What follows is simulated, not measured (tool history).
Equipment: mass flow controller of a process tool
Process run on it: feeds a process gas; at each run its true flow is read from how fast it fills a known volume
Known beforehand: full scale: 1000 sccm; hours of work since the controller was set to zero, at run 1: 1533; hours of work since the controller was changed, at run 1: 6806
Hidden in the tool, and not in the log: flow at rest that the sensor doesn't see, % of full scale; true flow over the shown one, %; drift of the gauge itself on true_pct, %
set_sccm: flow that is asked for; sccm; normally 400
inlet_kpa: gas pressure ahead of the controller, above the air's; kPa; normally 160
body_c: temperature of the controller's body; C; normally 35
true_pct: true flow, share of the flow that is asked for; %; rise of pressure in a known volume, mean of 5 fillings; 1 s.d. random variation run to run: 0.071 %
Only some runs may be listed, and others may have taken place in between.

run    hour  set_sccm  inlet_kpa  body_c  hours of work since the controller was set to zero  hours of work since the controller was changed  true_pct
  1       0       400        160      35                                                1533                                            6806    101.92
  2   376.9       400        160      35                                                1814                                            7087    102.22
  3   750.1       400        160      35                                                2092                                            7365    102.23
  4  1122.9       400        144      35                                                2370                                            7642    102.19
     1152.3  -- controller's zero set anew
  5  1371.4       400        233      35                                                 163                                            7827    103.06
  6  1568.9       400        160      21                                                 310                                            7974    101.54
  7  1984.3       400        251      21                                                 620                                            8284    102.15
  8  2275.7       108        257      22                                                 837                                            8501    105.75
  9  2609.1       108        257      22                                                1085                                            8749    105.92
 10  2885.8       185        205      27                                                1291                                            8955    104.15
 11  3227.9       420        182      35                                                1546                                            9210    103.46
     3534.1  -- controller's zero set anew, once more
 12  3667.3       495        208      20                                                  99                                            9537    101.05

Difference, measured minus no-hidden-state, one row per run. Run-to-run variation is common to both terms; the gauge's own scatter need not be:
run  true_pct
  1     +1.95
  2      +2.1
  3     +2.25
  4      +2.4
  5     +2.76
  6     +2.83
  7     +3.01
  8      +6.8
  9     +7.15
 10     +5.13
 11     +3.44
 12     +2.13

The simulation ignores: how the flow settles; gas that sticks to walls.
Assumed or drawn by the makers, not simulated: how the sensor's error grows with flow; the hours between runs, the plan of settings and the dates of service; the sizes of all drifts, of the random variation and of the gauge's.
